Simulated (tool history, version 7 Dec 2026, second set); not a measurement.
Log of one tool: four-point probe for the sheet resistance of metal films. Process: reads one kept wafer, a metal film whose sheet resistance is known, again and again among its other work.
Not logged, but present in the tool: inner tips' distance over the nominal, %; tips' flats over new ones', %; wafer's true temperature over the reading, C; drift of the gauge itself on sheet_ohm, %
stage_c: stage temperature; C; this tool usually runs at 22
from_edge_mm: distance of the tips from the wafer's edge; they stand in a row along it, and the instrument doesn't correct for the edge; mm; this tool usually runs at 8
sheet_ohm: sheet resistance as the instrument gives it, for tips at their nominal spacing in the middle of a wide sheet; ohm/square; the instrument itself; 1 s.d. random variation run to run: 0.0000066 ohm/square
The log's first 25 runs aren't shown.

run,hour,stage_c,from_edge_mm,touches since the probe head was changed,hours of work since the stage's thermometer was calibrated,sheet_ohm
26,348.0,34,22,30421,367,0.032649
27,367.2,31,49,31043,380,0.032604
28,385.5,26,5,31633,392,0.033697
29,394.2,20,16,31913,398,0.032724
30,405.4,20,16,32273,405,0.032734
31,417.8,20,16,32674,413,0.032724
32,433.1,20,16,33168,424,0.032723
33,441.6,27,22,33443,429,0.032671
34,456.7,32,9,33930,439,0.032933
35,465.2,32,9,34203,445,0.032949
36,478.4,29,29,34631,454,0.032642
37,493.5,29,29,35118,464,0.032631
38,505.2,29,29,35497,472,0.032639
39,514.7,29,47,35803,478,0.032614
40,524.3,19,11,36112,484,0.032869
41,543.7,19,11,36740,497,0.032853
42,562.6,19,11,37349,510,0.032867
43,577.6,34,4,37833,520,0.034274
44,591.8,30,36,38292,529,0.032632

Here are 5 independent what-if runs from the current tool condition. What would each one return?
A,604.1,22,3,38688,538,?
B,604.1,30,4,38688,538,?
C,604.1,30,29,38688,538,?
D,604.1,23,39,38688,538,?
E,604.1,20,36,38688,538,?

run,sheet_ohm
A,0.035488
B,0.034290
C,0.032634
D,0.032642
E,0.032646
The same runs, with their run-to-run variation unchanged, on a tool lacking any hidden condition would have given:
run,sheet_ohm
A,0.035678
B,0.034475
C,0.032810
D,0.032818
E,0.032822
